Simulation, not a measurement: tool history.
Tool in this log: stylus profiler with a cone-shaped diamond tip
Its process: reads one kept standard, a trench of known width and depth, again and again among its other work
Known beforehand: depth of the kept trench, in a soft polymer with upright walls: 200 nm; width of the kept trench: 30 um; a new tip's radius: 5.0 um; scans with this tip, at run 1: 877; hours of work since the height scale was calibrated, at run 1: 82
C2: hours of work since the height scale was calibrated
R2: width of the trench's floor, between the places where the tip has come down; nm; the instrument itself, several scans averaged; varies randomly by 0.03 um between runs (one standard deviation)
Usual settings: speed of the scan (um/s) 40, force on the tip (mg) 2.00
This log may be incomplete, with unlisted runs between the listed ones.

{"run": 1, "hour": 0.0, "speed of the scan (um/s)": 40, "force on the tip (mg)": 2.0, "scans with this tip": 877, "C2": 82, "depth of the trench (Å)": 2015.2, "R2": 27020}
{"run": 2, "hour": 24.7, "speed of the scan (um/s)": 40, "force on the tip (mg)": 2.0, "scans with this tip": 1080, "C2": 101, "depth of the trench (Å)": 2015.2, "R2": 27010}
{"run": 3, "hour": 44.6, "speed of the scan (um/s)": 40, "force on the tip (mg)": 1.65, "scans with this tip": 1243, "C2": 117, "depth of the trench (Å)": 2013.8, "R2": 27030}
{"run": 4, "hour": 73.5, "speed of the scan (um/s)": 116, "force on the tip (mg)": 2.0, "scans with this tip": 1479, "C2": 139, "depth of the trench (Å)": 2015.5, "R2": 26830}
{"run": 5, "hour": 108.0, "speed of the scan (um/s)": 116, "force on the tip (mg)": 2.0, "scans with this tip": 1762, "C2": 166, "depth of the trench (Å)": 2015.6, "R2": 26810}
{"run": 6, "hour": 133.6, "speed of the scan (um/s)": 40, "force on the tip (mg)": 5.13, "scans with this tip": 1972, "C2": 185, "depth of the trench (Å)": 2027.7, "R2": 27050}
{"run": 7, "hour": 154.6, "speed of the scan (um/s)": 40, "force on the tip (mg)": 5.64, "scans with this tip": 2145, "C2": 201, "depth of the trench (Å)": 2029.5, "R2": 27010}
{"run": 8, "hour": 188.2, "speed of the scan (um/s)": 40, "force on the tip (mg)": 1.52, "scans with this tip": 2420, "C2": 227, "depth of the trench (Å)": 2013.8, "R2": 26930}
{"run": 9, "hour": 205.3, "speed of the scan (um/s)": 40, "force on the tip (mg)": 1.52, "scans with this tip": 2560, "C2": 240, "depth of the trench (Å)": 2013.8, "R2": 26890}
{"run": 10, "hour": 219.4, "speed of the scan (um/s)": 37, "force on the tip (mg)": 2.0, "scans with this tip": 2675, "C2": 251, "depth of the trench (Å)": 2015.9, "R2": 26940}
{"run": 11, "hour": 233.8, "speed of the scan (um/s)": 37, "force on the tip (mg)": 2.0, "scans with this tip": 2794, "C2": 262, "depth of the trench (Å)": 2015.6, "R2": 26900}
{"run": 12, "hour": 254.2, "speed of the scan (um/s)": 40, "force on the tip (mg)": 0.96, "scans with this tip": 2961, "C2": 278, "depth of the trench (Å)": 2011.0, "R2": 26860}
{"run": 13, "hour": 273.0, "speed of the scan (um/s)": 40, "force on the tip (mg)": 2.0, "scans with this tip": 3115, "C2": 293, "depth of the trench (Å)": 2016.2, "R2": 26920}
{"run": 14, "hour": 307.4, "speed of the scan (um/s)": 40, "force on the tip (mg)": 1.76, "scans with this tip": 3397, "C2": 319, "depth of the trench (Å)": 2014.6, "R2": 26860}
{"run": 15, "hour": 322.1, "speed of the scan (um/s)": 40, "force on the tip (mg)": 1.76, "scans with this tip": 3518, "C2": 330, "depth of the trench (Å)": 2015.3, "R2": 26890}
{"run": 16, "hour": 340.8, "speed of the scan (um/s)": 40, "force on the tip (mg)": 1.76, "scans with this tip": 3671, "C2": 345, "depth of the trench (Å)": 2015.4, "R2": 26880}
{"run": 17, "hour": 369.7, "speed of the scan (um/s)": 40, "force on the tip (mg)": 1.76, "scans with this tip": 3908, "C2": 367, "depth of the trench (Å)": 2015.3, "R2": 26840}
{"run": 18, "hour": 393.0, "speed of the scan (um/s)": 40, "force on the tip (mg)": 1.76, "scans with this tip": 4098, "C2": 385, "depth of the trench (Å)": 2016.4, "R2": 26800}
{"run": 19, "hour": 423.5, "speed of the scan (um/s)": 40, "force on the tip (mg)": 1.76, "scans with this tip": 4349, "C2": 408, "depth of the trench (Å)": 2015.8, "R2": 26840}
{"run": 20, "hour": 455.8, "speed of the scan (um/s)": 40, "force on the tip (mg)": 0.73, "scans with this tip": 4614, "C2": 433, "depth of the trench (Å)": 2009.5, "R2": 26750}
{"run": 21, "hour": 475.7, "speed of the scan (um/s)": 40, "force on the tip (mg)": 0.73, "scans with this tip": 4777, "C2": 449, "depth of the trench (Å)": 2010.7, "R2": 26780}
{"run": 22, "hour": 496.1, "speed of the scan (um/s)": 40, "force on the tip (mg)": 2.0, "scans with this tip": 4944, "C2": 464, "depth of the trench (Å)": 2017.3, "R2": 26780}
{"run": 23, "hour": 528.0, "speed of the scan (um/s)": 40, "force on the tip (mg)": 2.0, "scans with this tip": 5205, "C2": 489, "depth of the trench (Å)": 2017.7, "R2": 26800}
{"run": 24, "hour": 561.4, "speed of the scan (um/s)": 28, "force on the tip (mg)": 0.82, "scans with this tip": 5479, "C2": 515, "depth of the trench (Å)": 2010.5, "R2": 26790}
{"run": 25, "hour": 581.9, "speed of the scan (um/s)": 25, "force on the tip (mg)": 3.48, "scans with this tip": 5647, "C2": 530, "depth of the trench (Å)": 2024.5, "R2": 26860}
{"run": 26, "hour": 606.3, "speed of the scan (um/s)": 15, "force on the tip (mg)": 0.86, "scans with this tip": 5847, "C2": 549, "depth of the trench (Å)": 2011.8, "R2": 26830}
{"run": 27, "hour": 624.4, "speed of the scan (um/s)": 15, "force on the tip (mg)": 0.86, "scans with this tip": 5996, "C2": 563, "depth of the trench (Å)": 2012.4, "R2": 26770}
{"run": 28, "hour": 655.0, "speed of the scan (um/s)": 15, "force on the tip (mg)": 0.86, "scans with this tip": 6247, "C2": 587, "depth of the trench (Å)": 2012.3, "R2": 26880}
{"run": 29, "hour": 688.8, "speed of the scan (um/s)": 40, "force on the tip (mg)": 1.99, "scans with this tip": 6524, "C2": 613, "depth of the trench (Å)": 2018.8, "R2": 26780}
{"run": 30, "hour": 715.0, "speed of the scan (um/s)": 29, "force on the tip (mg)": 1.68, "scans with this tip": 6739, "C2": 633, "depth of the trench (Å)": 2016.3, "R2": 26740}
{"run": 31, "hour": 742.3, "speed of the scan (um/s)": 29, "force on the tip (mg)": 1.68, "scans with this tip": 6963, "C2": 654, "depth of the trench (Å)": 2017.0, "R2": 26760}
{"run": 32, "hour": 767.4, "speed of the scan (um/s)": 29, "force on the tip (mg)": 1.4, "scans with this tip": 7168, "C2": 673, "depth of the trench (Å)": 2015.4, "R2": 26710}
{"run": 33, "hour": 791.5, "speed of the scan (um/s)": 49, "force on the tip (mg)": 3.73, "scans with this tip": 7365, "C2": 692, "depth of the trench (Å)": 2026.0, "R2": 26710}
{"run": 34, "hour": 826.0, "speed of the scan (um/s)": 24, "force on the tip (mg)": 2.0, "scans with this tip": 7649, "C2": 718, "depth of the trench (Å)": 2018.3, "R2": 26700}
{"run": 35, "hour": 855.0, "speed of the scan (um/s)": 24, "force on the tip (mg)": 2.0, "scans with this tip": 7886, "C2": 740, "depth of the trench (Å)": 2019.4, "R2": 26660}
{"run": 36, "hour": 869.3, "speed of the scan (um/s)": 47, "force on the tip (mg)": 2.25, "scans with this tip": 8003, "C2": 752, "depth of the trench (Å)": 2020.2, "R2": 26670}
{"run": 37, "hour": 889.1, "speed of the scan (um/s)": 40, "force on the tip (mg)": 1.2, "scans with this tip": 8165, "C2": 767, "depth of the trench (Å)": 2015.7, "R2": 26650}
{"run": 38, "hour": 905.2, "speed of the scan (um/s)": 40, "force on the tip (mg)": 1.2, "scans with this tip": 8297, "C2": 779, "depth of the trench (Å)": 2015.8, "R2": 26660}
{"run": 39, "hour": 927.8, "speed of the scan (um/s)": 103, "force on the tip (mg)": 2.14, "scans with this tip": 8483, "C2": 797, "depth of the trench (Å)": 2020.9, "R2": 26510}
{"run": 40, "hour": 958.3, "speed of the scan (um/s)": 35, "force on the tip (mg)": 3.86, "scans with this tip": 8733, "C2": 820, "depth of the trench (Å)": 2027.1, "R2": 26670}
{"run": 41, "hour": 990.2, "speed of the scan (um/s)": 91, "force on the tip (mg)": 3.34, "scans with this tip": 8994, "C2": 845, "depth of the trench (Å)": 2026.1, "R2": 26570}
{"run": 42, "hour": 1021.8, "speed of the scan (um/s)": 110, "force on the tip (mg)": 3.64, "scans with this tip": 9253, "C2": 869, "depth of the trench (Å)": 2027.3, "R2": 26510}
{"run": 43, "hour": 1047.8, "speed of the scan (um/s)": 110, "force on the tip (mg)": 3.64, "scans with this tip": 9467, "C2": 889, "depth of the trench (Å)": 2027.2, "R2": 26510}
{"hour": 1067.7, "done": "height scale calibrated on a step standard"}
{"run": 44, "hour": 1069.7, "speed of the scan (um/s)": 110, "force on the tip (mg)": 3.64, "scans with this tip": 9642, "C2": 2, "depth of the trench (Å)": 2022.7, "R2": 26510}
{"run": 45, "hour": 1098.4, "speed of the scan (um/s)": 22, "force on the tip (mg)": 3.98, "scans with this tip": 9877, "C2": 24, "depth of the trench (Å)": 2024.0, "R2": 26660}

Below are 4 alternative next runs, each starting from the tool's condition after run 45. Predict each:
{"run": "A", "hour": 1133.0, "speed of the scan (um/s)": 156, "force on the tip (mg)": 1.84, "scans with this tip": 10161, "C2": 50, "depth of the trench (Å)": "?", "R2": "?"}
{"run": "B", "hour": 1133.0, "speed of the scan (um/s)": 41, "force on the tip (mg)": 1.21, "scans with this tip": 10161, "C2": 50, "depth of the trench (Å)": "?", "R2": "?"}
{"run": "C", "hour": 1133.0, "speed of the scan (um/s)": 100, "force on the tip (mg)": 2.03, "scans with this tip": 10161, "C2": 50, "depth of the trench (Å)": "?", "R2": "?"}
{"run": "D", "hour": 1133.0, "speed of the scan (um/s)": 122, "force on the tip (mg)": 5.11, "scans with this tip": 10161, "C2": 50, "depth of the trench (Å)": "?", "R2": "?"}

run=A depth_of_the_trench_(Å)=2014.6 R2=26280
run=B depth_of_the_trench_(Å)=2012.3 R2=26580
run=C depth_of_the_trench_(Å)=2016.4 R2=26460
run=D depth_of_the_trench_(Å)=2029.1 R2=26470
With the hidden condition removed and each run's random variation left untouched, the same runs would have given:
run=A depth_of_the_trench_(Å)=2012.3 R2=26800
run=B depth_of_the_trench_(Å)=2010.0 R2=27100
run=C depth_of_the_trench_(Å)=2014.1 R2=26980
run=D depth_of_the_trench_(Å)=2026.8 R2=26990
